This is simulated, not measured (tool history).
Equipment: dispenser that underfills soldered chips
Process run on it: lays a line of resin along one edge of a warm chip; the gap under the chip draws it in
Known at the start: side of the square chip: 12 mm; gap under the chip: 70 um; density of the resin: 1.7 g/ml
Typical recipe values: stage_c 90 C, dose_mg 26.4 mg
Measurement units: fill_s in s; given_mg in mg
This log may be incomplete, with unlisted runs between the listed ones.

run	hour	stage_c	dose_mg	fill_s	given_mg
1	0.0	90	26.4	120.7	26.26
# hour 8.3: new syringe of resin
2	13.7	90	26.4	157.7	26.05
# hour 17.1: new syringe of resin
# hour 25.5: new syringe of resin
3	25.5	90	26.4	118.5	26.20
4	32.7	90	27.7	172.5	27.39
# hour 34.3: new syringe of resin
# hour 42.5: new syringe of resin
5	45.3	90	27.7	134.8	27.37
# hour 50.8: new syringe of resin
6	56.3	90	27.7	157.4	27.14
# hour 59.9: new syringe of resin
7	65.7	88	27.7	175.1	27.16
# hour 69.1: new syringe of resin
# hour 78.3: new syringe of resin
8	82.9	95	26.4	120.4	25.75
# hour 87.0: new syringe of resin
9	93.7	95	26.4	128.8	25.75
# hour 95.1: new syringe of resin
# hour 103.5: new syringe of resin
# hour 105.5: dispensing valve cleaned and set on the balance
10	110.3	95	26.4	125.4	26.42
# hour 113.3: new syringe of resin
# hour 122.3: new syringe of resin
11	122.4	90	26.4	115.1	26.43
12	129.6	90	26.4	167.0	26.26
# hour 131.2: new syringe of resin
# hour 139.4: new syringe of resin
13	146.5	90	26.4	164.6	26.30
# hour 148.3: new syringe of resin
# hour 157.0: new syringe of resin
14	158.0	90	26.4	120.1	26.26
# hour 165.8: new syringe of resin
15	166.0	78	26.4	210.4	26.16
# hour 174.2: new syringe of resin
16	179.4	78	26.4	279.3	26.12
# hour 182.8: new syringe of resin
17	188.7	97	29.9	110.0	29.68
# hour 191.6: new syringe of resin
18	198.6	80	32.9	271.2	32.45
# hour 201.0: new syringe of resin
19	206.7	91	31.1	148.7	30.59
# hour 209.1: new syringe of resin
# hour 217.7: new syringe of resin
20	221.6	91	31.1	131.2	30.46
# hour 226.6: new syringe of resin
# hour 232.5: dispensing valve cleaned and set on the balance
# hour 236.4: new syringe of resin
21	239.9	88	27.7	147.1	27.80
# hour 245.6: new syringe of resin
22	252.3	91	28.6	155.6	28.35
# hour 253.7: new syringe of resin
# hour 262.0: new syringe of resin
23	265.2	90	33.0	129.5	32.66
# hour 271.2: new syringe of resin
24	274.6	75	23.9	297.9	23.66
# hour 279.9: new syringe of resin
# hour 288.2: new syringe of resin
25	288.2	83	26.8	160.3	26.51
# hour 297.1: new syringe of resin
26	297.8	93	27.0	101.7	26.70
# hour 306.1: new syringe of resin
27	307.0	87	23.1	139.1	22.82
# hour 314.4: new syringe of resin
28	315.6	90	22.5	124.6	22.16
# hour 323.9: new syringe of resin
29	328.8	94	26.0	120.7	25.55
# hour 332.7: new syringe of resin
30	338.3	95	33.4	116.8	32.69
# hour 341.4: new syringe of resin
# hour 350.7: new syringe of resin
31	350.7	77	24.4	216.9	23.88
32	357.7	94	25.6	133.3	24.98

A few steps of fill_s between consecutive runs. Split each: what settings, incoming material and random variation would produce without the hidden state, and what is left over for the hidden state, along with gauge scatter present in only one of the two compared results (measured, and without hidden state):
What the log doesn't record here: resin's viscosity, % of fresh resin's; dose that the valve gives, % of what is set; true chip temperature over the reading, C; drift of the gauge itself on fill_s, %; drift of the gauge itself on given_mg, %.
Run 3 -> 4: dose_mg 26.4 -> 27.7. fill_s +54.0 s: hidden state +53.7, all else +0.3.
Run 11 -> 12: nothing adjusted, nothing logged. fill_s +51.9 s: hidden state +52.2, all else -0.3.
Run 15 -> 16: new syringe of resin. fill_s +68.9 s: hidden state +66.9, all else +2.0.
Run 16 -> 17: stage_c 78 -> 97, dose_mg 26.4 -> 29.9, new syringe of resin. fill_s -169.3 s: hidden state -34.2, all else -135.1.
Run 17 -> 18: stage_c 97 -> 80, dose_mg 29.9 -> 32.9, new syringe of resin. fill_s +161.2 s: hidden state +50.7, all else +110.5.
Run 23 -> 24: stage_c 90 -> 75, dose_mg 33.0 -> 23.9, new syringe of resin. fill_s +168.4 s: hidden state +26.5, all else +141.9.

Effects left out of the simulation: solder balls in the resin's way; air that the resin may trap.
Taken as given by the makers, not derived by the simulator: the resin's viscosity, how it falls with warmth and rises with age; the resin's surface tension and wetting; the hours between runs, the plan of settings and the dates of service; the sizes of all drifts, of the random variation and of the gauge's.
